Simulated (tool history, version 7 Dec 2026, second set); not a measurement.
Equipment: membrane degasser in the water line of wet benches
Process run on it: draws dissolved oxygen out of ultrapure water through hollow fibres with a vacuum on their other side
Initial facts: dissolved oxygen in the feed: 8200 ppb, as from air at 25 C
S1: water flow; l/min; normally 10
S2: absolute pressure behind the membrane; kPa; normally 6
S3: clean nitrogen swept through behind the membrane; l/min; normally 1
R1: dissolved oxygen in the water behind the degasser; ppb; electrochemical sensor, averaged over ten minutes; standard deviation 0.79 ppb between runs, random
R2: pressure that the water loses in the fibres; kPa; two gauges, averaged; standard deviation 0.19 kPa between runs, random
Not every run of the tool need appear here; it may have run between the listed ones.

run    hour  S1     S2    S3     R1     R2
  1       0  10      6     1   72.5  40.64
  2   143.2  15      6     1  129.7   61.3
  3   271.3  10      6     1   73.1  40.67
  4   444.1  10      6     1     73  40.67
  5   607.7  10      6     1   72.5  41.06
  6   758.2  10      6     1   72.9  40.56
  7   927.5  10      6     1   73.6  40.73
  8  1009.5  10      6     1   72.3  40.54
  9  1210.9  10      6     1   74.2  40.48
 10  1373.7  10   9.85     1    164  40.98
 11    1522  10   9.85     1  162.1  40.81
 12  1699.2  10   9.85     1    162  40.97
 13  1797.6  10   9.85     1  161.6  40.93
 14  1893.1  10   7.23     1  101.7  40.68
 15  2017.8  10   7.23     1  102.3  41.01
 16  2159.1  10   7.23     1  102.3  40.76
 17  2244.1  10      6     1   73.3  40.98
       2361  -- vacuum gauge calibrated
 18  2377.1  10      6     1   73.8  40.72
 19  2498.2   8    5.5     1   45.8  32.48
 20    2688  12   5.47  0.53  126.3  48.69
 21  2890.3  12   5.47  0.53  125.7  48.87
 22  3051.1   7  13.44  0.45  355.5  28.64
 23  3180.6   7  13.44  0.45  350.3  28.58
 24  3329.5   7  13.44  0.45  358.1  28.55
 25  3513.7   7  13.44  0.45  357.4  28.36
 26  3633.9   9    8.1  1.68   68.5  36.82
 27  3723.7   9    8.1  1.68   67.3  36.43
 28    3835   9    8.1  1.68   67.7  36.55
 29  3996.9   9    8.1  1.68   68.1  36.96
 30    4124  11   6.22  0.62  129.1  44.97
 31  4319.1  15   7.76     1  183.5   60.9
 32  4465.3  13   3.86  1.08   38.5  53.33
 33    4587  12   5.94     1   91.7  49.01

Predict each of these 3 candidate next runs independently; none follows another, all start after run 33:
  A  4680.3  11  11.42  0.51   ?   ?
  B  4680.3  12   5.94     1   ?   ?
  C  4680.3   9   4.21     1   ?   ?

run    R1     R2
  A   386  44.77
  B  91.5  48.85
  C  26.1  36.94
With no hidden state in the tool, these same runs would have given:
run     R1     R2
  A  385.7  44.72
  B   91.3   48.8
  C     26   36.9
